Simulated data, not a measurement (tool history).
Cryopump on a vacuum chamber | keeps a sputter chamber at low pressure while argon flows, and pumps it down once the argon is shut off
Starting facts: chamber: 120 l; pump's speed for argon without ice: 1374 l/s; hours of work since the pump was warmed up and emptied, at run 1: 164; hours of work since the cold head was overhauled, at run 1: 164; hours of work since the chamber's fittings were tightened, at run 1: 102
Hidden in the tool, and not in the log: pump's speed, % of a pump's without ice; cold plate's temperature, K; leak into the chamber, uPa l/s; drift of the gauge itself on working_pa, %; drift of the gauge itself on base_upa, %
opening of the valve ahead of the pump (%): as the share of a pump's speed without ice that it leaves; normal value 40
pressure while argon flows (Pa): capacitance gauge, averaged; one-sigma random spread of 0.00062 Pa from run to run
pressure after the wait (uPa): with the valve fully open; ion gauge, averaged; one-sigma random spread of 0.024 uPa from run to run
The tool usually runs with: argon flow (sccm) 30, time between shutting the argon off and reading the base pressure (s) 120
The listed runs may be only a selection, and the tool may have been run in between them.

| run | day | argon flow (sccm) | time between shutting the argon off and reading the base pressure (s) | opening of the valve ahead of the pump (%) | hours of work since the pump was warmed up and emptied | hours of work since the cold head was overhauled | hours of work since the chamber's fittings were tightened | pressure while argon flows (Pa) | pressure after the wait (uPa) |
|---|---|---|---|---|---|---|---|---|---|
| 1 | 0.000 | 30 | 120 | 40 | 164 | 164 | 102 | 0.0959 | 1.03 |
| 2 | 0.704 | 30 | 120 | 40 | 175 | 175 | 114 | 0.0961 | 1.00 |
| 3 | 1.550 | 30 | 120 | 40 | 189 | 189 | 128 | 0.0971 | 1.03 |
| 4 | 2.379 | 30 | 120 | 40 | 203 | 203 | 142 | 0.0963 | 1.01 |
| 5 | 2.875 | 30 | 120 | 40 | 212 | 212 | 150 | 0.0972 | 1.06 |
| 6 | 3.371 | 30 | 120 | 40 | 220 | 220 | 158 | 0.0960 | 1.06 |
| 7 | 3.738 | 30 | 120 | 44 | 226 | 226 | 164 | 0.0894 | 1.11 |
| 8 | 4.438 | 30 | 120 | 44 | 238 | 238 | 176 | 0.0882 | 1.06 |
| 9 | 5.146 | 30 | 120 | 44 | 249 | 249 | 188 | 0.0890 | 1.12 |
| 10 | 5.729 | 42 | 120 | 40 | 259 | 259 | 197 | 0.1381 | 1.13 |
| 11 | 6.454 | 42 | 120 | 40 | 271 | 271 | 210 | 0.1370 | 1.12 |
| 12 | 6.946 | 42 | 120 | 40 | 279 | 279 | 218 | 0.1385 | 1.16 |
| 13 | 7.638 | 42 | 120 | 40 | 291 | 291 | 229 | 0.1378 | 1.13 |
| 14 | 8.417 | 42 | 120 | 40 | 304 | 304 | 242 | 0.1391 | 1.16 |
| 15 | 8.825 | 42 | 120 | 40 | 311 | 311 | 249 | 0.1385 | 1.12 |
| 16 | 9.229 | 30 | 120 | 40 | 318 | 318 | 256 | 0.1003 | 1.15 |
| 17 | 9.767 | 30 | 120 | 40 | 326 | 326 | 265 | 0.0996 | 1.16 |
| 18 | 10.654 | 30 | 120 | 40 | 341 | 341 | 280 | 0.0993 | 1.17 |
| 19 | 11.033 | 30 | 120 | 40 | 348 | 348 | 286 | 0.0995 | 1.23 |
| 20 | 11.808 | 30 | 113 | 24 | 361 | 361 | 299 | 0.1618 | 1.26 |
| 21 | 12.300 | 30 | 113 | 24 | 369 | 369 | 307 | 0.1619 | 1.29 |
| 22 | 12.908 | 14 | 110 | 20 | 379 | 379 | 317 | 0.0903 | 1.29 |
| 23 | 13.367 | 14 | 110 | 20 | 387 | 387 | 325 | 0.0901 | 1.33 |
| 24 | 13.812 | 14 | 110 | 20 | 394 | 394 | 332 | 0.0895 | 1.31 |
| 25 | 14.446 | 30 | 38 | 46 | 405 | 405 | 343 | 0.0895 | 2.69 |
| 26 | 15.338 | 30 | 38 | 46 | 419 | 419 | 358 | 0.0895 | 2.69 |
| 27 | 15.825 | 30 | 38 | 46 | 427 | 427 | 366 | 0.0913 | 2.78 |
| 28 | 16.717 | 29 | 120 | 40 | 442 | 442 | 381 | 0.0993 | 1.37 |
| 29 | 17.388 | 12 | 85 | 19 | 454 | 454 | 392 | 0.0825 | 1.62 |
| 30 | 17.946 | 12 | 85 | 26 | 463 | 463 | 401 | 0.0617 | 1.66 |
| 31 | 18.312 | 60 | 25 | 40 | 469 | 469 | 407 | 0.2071 | 3.82 |
| 32 | 18.792 | 30 | 61 | 28 | 477 | 477 | 415 | 0.1430 | 1.97 |
| 33 | 19.596 | 30 | 61 | 28 | 490 | 490 | 429 | 0.1443 | 2.03 |
| 34 | 19.979 | 17 | 120 | 25 | 497 | 497 | 435 | 0.0903 | 1.38 |
| 35 | 20.842 | 17 | 120 | 50 | 511 | 511 | 449 | 0.0486 | 1.44 |

Results for each run, recomputed without the tool's hidden state and with each run's random variation untouched:
| run | pressure while argon flows (Pa) | pressure after the wait (uPa) |
|---|---|---|
| 1 | 0.0923 | 0.91 |
| 2 | 0.0923 | 0.87 |
| 3 | 0.0930 | 0.89 |
| 4 | 0.0919 | 0.85 |
| 5 | 0.0926 | 0.89 |
| 6 | 0.0913 | 0.88 |
| 7 | 0.0845 | 0.92 |
| 8 | 0.0831 | 0.87 |
| 9 | 0.0835 | 0.91 |
| 10 | 0.1302 | 0.91 |
| 11 | 0.1287 | 0.88 |
| 12 | 0.1299 | 0.92 |
| 13 | 0.1288 | 0.88 |
| 14 | 0.1297 | 0.89 |
| 15 | 0.1289 | 0.84 |
| 16 | 0.0932 | 0.86 |
| 17 | 0.0923 | 0.86 |
| 18 | 0.0917 | 0.86 |
| 19 | 0.0917 | 0.89 |
| 20 | 0.1536 | 0.92 |
| 21 | 0.1535 | 0.94 |
| 22 | 0.0862 | 0.92 |
| 23 | 0.0860 | 0.95 |
| 24 | 0.0853 | 0.93 |
| 25 | 0.0802 | 2.29 |
| 26 | 0.0798 | 2.28 |
| 27 | 0.0814 | 2.34 |
| 28 | 0.0893 | 0.92 |
| 29 | 0.0783 | 1.16 |
| 30 | 0.0573 | 1.17 |
| 31 | 0.1850 | 3.34 |
| 32 | 0.1317 | 1.47 |
| 33 | 0.1325 | 1.51 |
| 34 | 0.0835 | 0.87 |
| 35 | 0.0416 | 0.88 |
